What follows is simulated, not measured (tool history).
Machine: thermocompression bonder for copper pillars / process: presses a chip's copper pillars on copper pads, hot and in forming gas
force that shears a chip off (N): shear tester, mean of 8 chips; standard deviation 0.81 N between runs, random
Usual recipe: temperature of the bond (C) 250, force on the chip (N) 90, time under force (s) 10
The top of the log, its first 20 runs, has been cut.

run,hour,temperature of the bond (C),force on the chip (N),time under force (s),force that shears a chip off (N)
21,293.3,250,115,10,74.7
22,308.4,250,78,10,60.3
23,327.8,277,113,22,92.9
# hour 334.9: forming gas filter changed
24,340.6,250,83,20,75.3
25,352.2,250,83,20,76.6
26,373.3,250,83,20,76.3
27,384.2,250,83,20,77.5
28,393.7,250,83,20,75.6
29,405.8,250,83,20,75.2
30,425.9,277,88,7,73.1
# hour 444.1: heater calibrated with a thermocouple chip
31,448.5,235,103,20,73.3
32,467.7,230,122,21,77.1
33,482.1,250,90,7,60.1
34,496,224,90,6,42.3
35,513.8,224,90,6,43.6
36,533.4,224,117,6,50.6
# hour 540.5: forming gas filter changed
37,553,271,121,21,93.3
38,573.3,271,121,21,90.5
39,593.6,279,68,19,83.2

Each row is a separate what-if for the run after 39, all from the same tool condition, not one after another. Results?
A,607.1,250,73,10,?
B,607.1,250,90,15,?
C,607.1,245,130,11,?
D,607.1,263,82,10,?
E,607.1,227,107,14,?

run,force that shears a chip off (N)
A,60
B,74.5
C,78
D,70.4
E,64.2
Without the tool's hidden state the same runs would have given:
run,force that shears a chip off (N)
A,60
B,74.5
C,78.1
D,70.4
E,64.2
